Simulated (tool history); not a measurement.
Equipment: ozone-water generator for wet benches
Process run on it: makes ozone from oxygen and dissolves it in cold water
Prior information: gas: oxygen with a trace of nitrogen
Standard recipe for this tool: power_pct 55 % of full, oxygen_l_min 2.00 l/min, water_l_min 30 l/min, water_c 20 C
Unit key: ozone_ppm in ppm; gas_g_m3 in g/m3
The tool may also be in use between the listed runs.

run    hour  power_pct  oxygen_l_min  water_l_min  water_c  ozone_ppm  gas_g_m3
  1     0.0         55          2.00           30       20        6.0     170.7
       52.6  -- contactor cleaned
  2   166.2         55          2.00           30       20        6.4     170.4
  3   258.3         55          2.00           30       20        6.4     169.5
  4   352.8         55          2.00           22       20        8.7     170.4
  5   463.7         55          2.00           22       20        8.8     171.5
  6   590.1         55          2.47           30       20        6.9     151.2
  7   811.8         55          2.00           30       20        6.3     168.0
  8   904.6         55          2.00           30       20        6.4     168.3
  9  1106.6         55          3.59           30       20        7.4     122.1
 10  1321.3         55          2.00           30       20        6.1     169.4
 11  1525.2         55          2.00           30       20        6.2     167.7
 12  1669.1         55          2.00           30       20        6.1     170.1
 13  1857.3         55          2.00           30       20        6.0     168.2
 14  2048.7         55          2.00           30       20        6.2     169.0
 15  2193.1         55          2.00           30       20        6.0     167.3
 16  2313.3         55          2.00           30       20        6.1     168.0
 17  2479.3         55          2.00           30       20        6.2     167.6
 18  2570.1         52          1.28           21       19        7.6     203.6
 19  2741.5         63          2.00           30       12        7.1     183.3
 20  2906.7         63          2.00           30       24        6.4     182.9
 21  3088.3         49          2.00           43       20        3.9     151.1
 22  3222.2         55          2.00           30       22        5.9     164.0
 23  3445.7         55          1.57           39       22        4.2     189.0
     3532.9  -- water thermometer calibrated
 24  3563.2         55          1.57           21       22        8.1     187.3
 25  3681.9         55          1.57           21       22        7.9     187.6
 26  3774.7         51          1.59           37       26        4.0     176.3
 27  3893.2         71          1.81           44       15        4.5     211.7
 28  4103.0         71          1.81           44       15        4.6     208.7
 29  4275.0         71          1.81           44       15        4.6     209.1
 30  4484.9         48          2.00           30       20        5.1     145.9
 31  4602.6         48          2.00           30       20        5.1     147.1

What does the tool deliver on the next run?
     4771.3  -- contactor cleaned
 32  4793.1         48          2.00           30       20          ?         ?

{"run 32": {"ozone_ppm": 5.5, "gas_g_m3": 146.1}}
Had the tool carried no hidden state, the very same run would have given ozone_ppm 6.1 ppm, gas_g_m3 162.1 g/m3.

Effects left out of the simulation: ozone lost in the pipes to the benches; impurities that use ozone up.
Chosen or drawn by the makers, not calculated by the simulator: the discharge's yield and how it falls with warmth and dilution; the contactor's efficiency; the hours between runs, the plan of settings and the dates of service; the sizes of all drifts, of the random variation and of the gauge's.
